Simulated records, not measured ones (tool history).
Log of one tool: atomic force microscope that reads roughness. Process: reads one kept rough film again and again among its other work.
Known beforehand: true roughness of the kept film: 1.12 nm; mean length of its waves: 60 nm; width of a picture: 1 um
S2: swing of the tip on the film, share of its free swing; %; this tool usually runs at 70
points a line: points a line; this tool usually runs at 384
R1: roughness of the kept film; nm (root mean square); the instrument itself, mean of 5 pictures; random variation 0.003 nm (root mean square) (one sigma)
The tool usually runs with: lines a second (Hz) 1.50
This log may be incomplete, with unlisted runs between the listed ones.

Run 1, hour 0.0: usual settings. Result: R1 1.035 nm (root mean square).
Run 2, hour 14.8: usual settings. Result: R1 1.029 nm (root mean square).
Run 3, hour 32.2: usual settings. Result: R1 1.024 nm (root mean square).
Run 4, hour 42.8: usual settings. Result: R1 1.030 nm (root mean square).
Run 5, hour 50.8: usual settings but points a line 363. Result: R1 1.021 nm (root mean square).
Run 6, hour 65.5: usual settings but points a line 363. Result: R1 1.016 nm (root mean square).
Run 7, hour 81.3: usual settings but points a line 863. Result: R1 1.017 nm (root mean square).
Run 8, hour 98.8: usual settings but points a line 863. Result: R1 1.013 nm (root mean square).
Run 9, hour 112.5: usual settings but points a line 863. Result: R1 1.015 nm (root mean square).
At hour 118.2: new tip fitted.
Run 10, hour 125.2: usual settings. Result: R1 1.031 nm (root mean square).
Run 11, hour 142.3: usual settings. Result: R1 1.029 nm (root mean square).
Run 12, hour 156.5: usual settings. Result: R1 1.029 nm (root mean square).
Run 13, hour 173.2: usual settings. Result: R1 1.020 nm (root mean square).
Run 14, hour 186.1: usual settings. Result: R1 1.027 nm (root mean square).
Run 15, hour 198.3: usual settings. Result: R1 1.020 nm (root mean square).
Run 16, hour 212.5: usual settings. Result: R1 1.010 nm (root mean square).
Run 17, hour 222.1: usual settings. Result: R1 1.012 nm (root mean square).
At hour 236.3: new tip fitted.
Run 18, hour 237.4: usual settings but lines a second (Hz) 0.78. Result: R1 1.068 nm (root mean square).
Run 19, hour 245.4: usual settings but lines a second (Hz) 0.78. Result: R1 1.071 nm (root mean square).
Run 20, hour 262.3: usual settings but lines a second (Hz) 0.78. Result: R1 1.070 nm (root mean square).
Run 21, hour 279.0: usual settings but lines a second (Hz) 0.78. Result: R1 1.061 nm (root mean square).
Run 22, hour 296.1: usual settings but lines a second (Hz) 0.78. Result: R1 1.059 nm (root mean square).
Run 23, hour 307.6: usual settings but lines a second (Hz) 0.78. Result: R1 1.058 nm (root mean square).
Run 24, hour 316.6: usual settings but lines a second (Hz) 0.78. Result: R1 1.050 nm (root mean square).
Run 25, hour 329.6: usual settings but lines a second (Hz) 1.80, S2 57 %, points a line 490. Result: R1 1.046 nm (root mean square).
Run 26, hour 342.6: usual settings but lines a second (Hz) 0.64, S2 55 %, points a line 474. Result: R1 1.070 nm (root mean square).
At hour 354.3: new tip fitted.
Run 27, hour 360.6: usual settings but lines a second (Hz) 0.51, S2 59 %, points a line 266. Result: R1 1.091 nm (root mean square).
Run 28, hour 369.4: usual settings but lines a second (Hz) 0.51, S2 59 %, points a line 266. Result: R1 1.088 nm (root mean square).
At hour 371.2: height scale calibrated on a step standard.
Run 29, hour 379.7: usual settings but lines a second (Hz) 2.05, S2 73 %. Result: R1 0.991 nm (root mean square).
Run 30, hour 389.7: usual settings but lines a second (Hz) 1.54, S2 73 %, points a line 990. Result: R1 1.017 nm (root mean square).
Run 31, hour 405.3: usual settings but lines a second (Hz) 1.54, S2 73 %, points a line 990. Result: R1 1.013 nm (root mean square).
Run 32, hour 413.2: usual settings but lines a second (Hz) 1.29. Result: R1 1.037 nm (root mean square).
Run 33, hour 425.2: usual settings but lines a second (Hz) 1.29, points a line 363. Result: R1 1.027 nm (root mean square).
Run 34, hour 440.6: usual settings but lines a second (Hz) 1.29, points a line 363. Result: R1 1.026 nm (root mean square).
Run 35, hour 449.2: usual settings but lines a second (Hz) 1.53, S2 56 %, points a line 333. Result: R1 1.051 nm (root mean square).
At hour 452.7: height scale calibrated on a step standard, once more.
Run 36, hour 466.7: usual settings but lines a second (Hz) 1.43, S2 82 %, points a line 320. Result: R1 0.954 nm (root mean square).
At hour 474.7: new tip fitted.
Run 37, hour 475.7: usual settings but lines a second (Hz) 1.43, S2 82 %, points a line 320. Result: R1 0.973 nm (root mean square).
Run 38, hour 488.1: usual settings but lines a second (Hz) 2.33, S2 72 %, points a line 688. Result: R1 0.977 nm (root mean square).
Run 39, hour 496.6: usual settings but lines a second (Hz) 2.00, S2 72 %, points a line 636. Result: R1 0.995 nm (root mean square).
Run 40, hour 512.6: usual settings but lines a second (Hz) 3.52, S2 62 %, points a line 1005. Result: R1 0.989 nm (root mean square).
Run 41, hour 525.3: usual settings but lines a second (Hz) 3.52, S2 62 %, points a line 1005. Result: R1 1.001 nm (root mean square).
Run 42, hour 541.9: usual settings but lines a second (Hz) 0.82, S2 65 %, points a line 335. Result: R1 1.055 nm (root mean square).
Run 43, hour 559.0: usual settings but lines a second (Hz) 2.69, S2 65 %, points a line 538. Result: R1 0.988 nm (root mean square).

Each row is a separate what-if for the run after 43, all from the same tool condition, not one after another. Results?
Run A, hour 574.7: usual settings but lines a second (Hz) 0.84, S2 65 %, points a line 295. Result: R1 ?.
Run B, hour 574.7: usual settings but lines a second (Hz) 1.19, S2 75 %. Result: R1 ?.
Run C, hour 574.7: usual settings but lines a second (Hz) 2.21, points a line 267. Result: R1 ?.
Run D, hour 574.7: usual settings but lines a second (Hz) 0.90, S2 65 %, points a line 840. Result: R1 ?.
Run E, hour 574.7: usual settings but lines a second (Hz) 2.43. Result: R1 ?.

run     R1
  A  1.050
  B  1.004
  C  0.979
  D  1.049
  E  0.972
With the hidden condition removed and each run's random variation left untouched, the same runs would have given:
run     R1
  A  1.076
  B  1.029
  C  1.002
  D  1.074
  E  0.995

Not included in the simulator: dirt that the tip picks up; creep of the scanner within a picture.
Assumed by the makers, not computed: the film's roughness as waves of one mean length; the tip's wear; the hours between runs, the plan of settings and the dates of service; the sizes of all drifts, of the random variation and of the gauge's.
